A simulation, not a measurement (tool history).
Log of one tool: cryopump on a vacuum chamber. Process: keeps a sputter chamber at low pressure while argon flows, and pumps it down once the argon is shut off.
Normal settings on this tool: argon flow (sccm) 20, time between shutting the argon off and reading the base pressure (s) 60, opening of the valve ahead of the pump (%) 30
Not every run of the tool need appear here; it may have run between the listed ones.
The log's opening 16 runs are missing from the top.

run,hour,argon flow (sccm),time between shutting the argon off and reading the base pressure (s),opening of the valve ahead of the pump (%),pressure while argon flows (Pa),pressure after the wait (uPa)
17,423.8,20,80,30,0.0499,0.96
18,454.1,39,60,17,0.1682,1.07
19,471.9,39,60,17,0.1676,1.11
20,496.0,20,49,58,0.0271,1.25
21,529.1,19,49,58,0.0246,1.24
22,549.3,10,86,26,0.0286,0.98
23,575.6,19,49,26,0.0541,1.25
24,606.9,18,191,30,0.0454,0.83
25,639.5,20,223,30,0.0498,0.85
26,664.2,23,160,26,0.0667,0.89
27,684.5,11,28,26,0.0321,1.70
28,715.5,11,28,26,0.0310,1.74
29,731.3,11,28,26,0.0325,1.74
30,759.3,8,79,28,0.0213,1.09

Below are 4 alternative next runs, each starting from the tool's condition after run 30. Predict each:
A,790.6,20,100,30,?,?
B,790.6,16,216,17,?,?
C,790.6,34,88,16,?,?
D,790.6,8,39,60,?,?

run,pressure while argon flows (Pa),pressure after the wait (uPa)
A,0.0507,1.01
B,0.0695,0.85
C,0.1586,1.07
D,0.0107,1.51
Without the tool's unlogged condition, the same runs would have read:
run,pressure while argon flows (Pa),pressure after the wait (uPa)
A,0.0482,0.38
B,0.0676,0.24
C,0.1544,0.45
D,0.0097,0.88
